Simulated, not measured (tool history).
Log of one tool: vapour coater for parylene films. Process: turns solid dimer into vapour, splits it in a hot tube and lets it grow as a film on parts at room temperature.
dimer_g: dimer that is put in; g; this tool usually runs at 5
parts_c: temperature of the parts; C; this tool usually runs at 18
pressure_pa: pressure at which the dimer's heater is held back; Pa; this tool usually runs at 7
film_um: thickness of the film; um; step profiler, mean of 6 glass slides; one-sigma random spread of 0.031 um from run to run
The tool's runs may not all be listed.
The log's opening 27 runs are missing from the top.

run    hour  dimer_g  parts_c  pressure_pa  film_um
 28   740.8        2       16         3.15      1.3
 29   774.8        5       18         3.37     3.13
 30   800.7        5       11         4.17     3.52
 31   838.1        5       11         4.17     3.57
 32   868.1        5       11         4.17     3.56
 33   898.4        5       12         4.17     3.43
 34   915.6        5       23            7     2.56
      923.8  -- trap's valve overhauled
 35   936.3        5       17         6.86     2.94
 36   952.3        3       26         4.64     1.55
 37   970.8        3       26         4.64     1.51
 38  1005.3        4       30         4.07     1.88
 39  1021.4        5       30         7.81     2.26
 40  1059.1        4       10         8.18     2.72
 41  1091.1        4       18         4.53     2.42
 42  1113.8        5       20         2.97        3
 43  1135.6        5       20         2.36     3.09
 44  1156.6        5       18         5.97     2.88
 45  1189.5        5       25         5.97     2.52
 46  1206.8        5       25         3.23      2.7

Predict each of these 3 candidate next runs independently; none follows another, all start after run 46:
  A  1244.2        4       20        11.16        ?
  B  1244.2        3       18         4.22        ?
  C  1244.2        5       25         5.73        ?

run  film_um
  A     2.16
  B      1.8
  C     2.54
Take away the tool's hidden state, keep each run's random variation, and the runs would have read:
run  film_um
  A     2.18
  B     1.82
  C     2.55

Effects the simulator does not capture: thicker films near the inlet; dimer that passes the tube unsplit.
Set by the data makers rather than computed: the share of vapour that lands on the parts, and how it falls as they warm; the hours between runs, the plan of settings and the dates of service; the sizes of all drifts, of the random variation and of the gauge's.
